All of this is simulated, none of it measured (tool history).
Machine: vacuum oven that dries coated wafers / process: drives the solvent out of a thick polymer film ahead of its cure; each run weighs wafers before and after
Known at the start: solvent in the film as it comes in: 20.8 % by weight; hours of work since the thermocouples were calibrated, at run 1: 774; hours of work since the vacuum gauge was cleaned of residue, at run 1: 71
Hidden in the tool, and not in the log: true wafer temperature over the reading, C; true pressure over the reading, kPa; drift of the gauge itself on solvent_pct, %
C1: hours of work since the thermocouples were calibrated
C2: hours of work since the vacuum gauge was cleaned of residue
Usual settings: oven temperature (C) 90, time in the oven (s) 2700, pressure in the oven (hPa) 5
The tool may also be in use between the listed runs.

Run 1, hour 0: usual settings; C1 774; C2 71. Result: solvent left in the film (%) 1.74.
Run 2, hour 10.9: usual settings; C1 779; C2 76. Result: solvent left in the film (%) 1.79.
Run 3, hour 25.4: usual settings but pressure in the oven (hPa) 3.12; C1 785; C2 82. Result: solvent left in the film (%) 1.68.
Run 4, hour 45.3: usual settings but pressure in the oven (hPa) 3.12; C1 794; C2 91. Result: solvent left in the film (%) 1.67.
Run 5, hour 58.9: usual settings but pressure in the oven (hPa) 3.12; C1 800; C2 97. Result: solvent left in the film (%) 1.58.
Run 6, hour 80.9: usual settings but pressure in the oven (hPa) 3.12; C1 809; C2 107. Result: solvent left in the film (%) 1.68.
Run 7, hour 94.1: usual settings but pressure in the oven (hPa) 3.12; C1 815; C2 112. Result: solvent left in the film (%) 1.67.
Run 8, hour 105.7: usual settings but pressure in the oven (hPa) 9.01; C1 820; C2 118. Result: solvent left in the film (%) 1.97.
Run 9, hour 123.7: usual settings but oven temperature (C) 93, pressure in the oven (hPa) 9.01; C1 828; C2 125. Result: solvent left in the film (%) 1.27.
Run 10, hour 146.4: usual settings but oven temperature (C) 96; C1 838; C2 135. Result: solvent left in the film (%) 0.71.

Each row is a separate what-if for the run after 10, all from the same tool condition, not one after another. Results?
Run A, hour 169.3: usual settings but oven temperature (C) 85, pressure in the oven (hPa) 10.26; C1 848; C2 145. Result: solvent left in the film (%) ?.
Run B, hour 169.3: usual settings but oven temperature (C) 79; C1 848; C2 145. Result: solvent left in the film (%) ?.
Run C, hour 169.3: usual settings but oven temperature (C) 89, pressure in the oven (hPa) 5.2; C1 848; C2 145. Result: solvent left in the film (%) ?.

run  solvent left in the film (%)
  A                           3.6
  B                          5.58
  C                           2.1
The same runs, with their run-to-run variation unchanged, on a tool lacking any hidden condition would have given:
run  solvent left in the film (%)
  A                          3.62
  B                          5.59
  C                          2.11
